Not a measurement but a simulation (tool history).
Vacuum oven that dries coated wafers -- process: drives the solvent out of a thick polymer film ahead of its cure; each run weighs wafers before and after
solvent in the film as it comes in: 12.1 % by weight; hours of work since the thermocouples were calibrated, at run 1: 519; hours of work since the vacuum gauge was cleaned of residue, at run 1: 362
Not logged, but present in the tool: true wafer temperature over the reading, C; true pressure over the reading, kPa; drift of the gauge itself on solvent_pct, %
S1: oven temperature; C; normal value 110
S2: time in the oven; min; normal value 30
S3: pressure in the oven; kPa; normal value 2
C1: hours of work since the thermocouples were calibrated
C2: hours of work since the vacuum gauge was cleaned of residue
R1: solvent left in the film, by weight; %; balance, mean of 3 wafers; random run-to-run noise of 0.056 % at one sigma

run	hour	S1	S2	S3	C1	C2	R1
1	0	110	30	2	519	362	2.65
2	21.1	110	41	2	527	370	1.97
3	43.8	124	30	2	536	380	1.23
4	68.4	110	18	2	546	389	4.22
5	82.9	110	30	2	552	395	2.72
6	104.4	110	30	2	561	404	2.6
7	122	108	30	2	568	411	2.92
8	137.9	108	30	2	574	418	2.95
9	164.7	110	30	2	585	428	2.7
10	198.1	110	30	2	599	442	2.53
11	232.8	110	30	2	613	456	2.74
12	248.6	110	30	1.4	619	462	2.35
13	280.7	110	50	2	632	475	1.61
14	305.3	110	30	2	642	485	2.7
15	321.8	110	30	2	649	492	2.56
16	337.7	110	30	1.9	655	498	2.7
17	356.8	110	30	1.9	663	506	2.59
18	378.1	110	30	1.23	671	515	2.28
19	396.2	110	30	2	679	522	2.72
20	421.8	110	30	2	689	532	2.72
21	448.5	110	30	2	700	543	2.7
22	478.2	110	30	2.02	712	555	2.82
23	495.2	110	30	2.02	719	562	2.61
24	518.1	110	30	2.02	728	571	2.73
25	532.8	112	30	1.68	734	577	2.3
26	551.3	110	38	2	741	585	2.22
27	584.1	110	38	2	755	598	2.19
28	605.9	110	42	6.3	763	607	4.62
29	637.9	112	30	2	776	620	2.49
30	652.6	120	36	2	782	625	1.3
31	673.8	98	33	2.56	791	634	4.83
32	702.9	98	33	2.56	803	646	4.84
33	720.6	105	37	2	810	653	2.9
34	751.6	110	43	4.08	822	665	3.36
35	786.7	117	28	5.06	836	680	3.47
36	812.9	118	30	1.8	847	690	1.62
37	836.3	114	21	2.78	857	700	3.43
38	854.3	110	15	3.73	864	707	5.6
39	879.1	110	15	2.95	874	717	5.23
40	914.2	105	51	1.37	888	731	1.82
41	938.8	99	22	1.71	898	741	5.37
42	960.3	99	22	1.71	907	750	5.34
43	991	99	22	3.1	919	762	6.25
44	1014.9	108	45	3.1	929	772	3.08
45	1042.1	110	26	7.71	940	783	6.34
46	1060.6	110	26	7.71	947	790	6.29
47	1096.6	110	26	7.71	962	805	6.43

For some of the steps in R1 from one run to the next: how much would appear even if the tool had no hidden state, given the settings, what came in and random variation, and how much remains for the hidden state plus any gauge scatter that the measured result and the result without hidden state don't share?
Run 3 -> 4: S1 124 -> 110, S2 30 -> 18. R1 +2.99 %: hidden state +0.08, all else +2.91.
Run 30 -> 31: S1 120 -> 98, S2 36 -> 33, S3 2 -> 2.56. R1 +3.53 %: hidden state +0.18, all else +3.35.
Run 39 -> 40: S1 110 -> 105, S2 15 -> 51, S3 2.95 -> 1.37. R1 -3.41 %: hidden state -0.03, all else -3.38.
Run 40 -> 41: S1 105 -> 99, S2 51 -> 22, S3 1.37 -> 1.71. R1 +3.55 %: hidden state +0.09, all else +3.46.
